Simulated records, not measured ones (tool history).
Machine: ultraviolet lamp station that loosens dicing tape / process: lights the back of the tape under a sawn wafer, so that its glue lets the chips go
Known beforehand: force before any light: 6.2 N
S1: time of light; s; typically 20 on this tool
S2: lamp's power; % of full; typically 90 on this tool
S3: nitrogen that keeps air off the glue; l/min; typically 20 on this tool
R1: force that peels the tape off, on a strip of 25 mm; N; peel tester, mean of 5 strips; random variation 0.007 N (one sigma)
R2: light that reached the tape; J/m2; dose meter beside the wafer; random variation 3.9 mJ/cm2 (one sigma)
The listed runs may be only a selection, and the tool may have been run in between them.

run,day,S1,S2,S3,R1,R2
1,0.000,20,90,20,0.236,6660
2,3.438,20,90,20,0.243,6750
3,5.200,20,90,6,0.571,6690
4,7.704,20,78,20,0.344,5810
# day 7.975: window cleaned of glue's vapour
5,11.104,33,90,20,0.120,11050
6,13.242,33,90,20,0.130,11100
7,15.662,32,90,20,0.127,10740
8,18.546,32,90,20,0.126,10680
9,21.596,32,90,20,0.132,10730
10,23.796,14,90,20,0.537,4740
# day 24.042: window cleaned of glue's vapour
11,25.750,14,90,10,0.807,4700
12,28.633,14,90,10,0.845,4700
13,31.142,19,97,8,0.441,6860

Below are 4 alternative next runs, each starting from the tool's condition after run 13. Predict each:
A,32.946,20,84,36,?,?
B,32.946,19,72,8,?,?
C,32.946,15,97,8,?,?
D,32.946,26,96,20,?,?

run,R1,R2
A,0.218,6290
B,0.772,5130
C,0.746,5410
D,0.147,9270
Had the tool no hidden state, the same runs would have come out as:
run,R1,R2
A,0.217,6300
B,0.769,5140
C,0.743,5420
D,0.146,9290
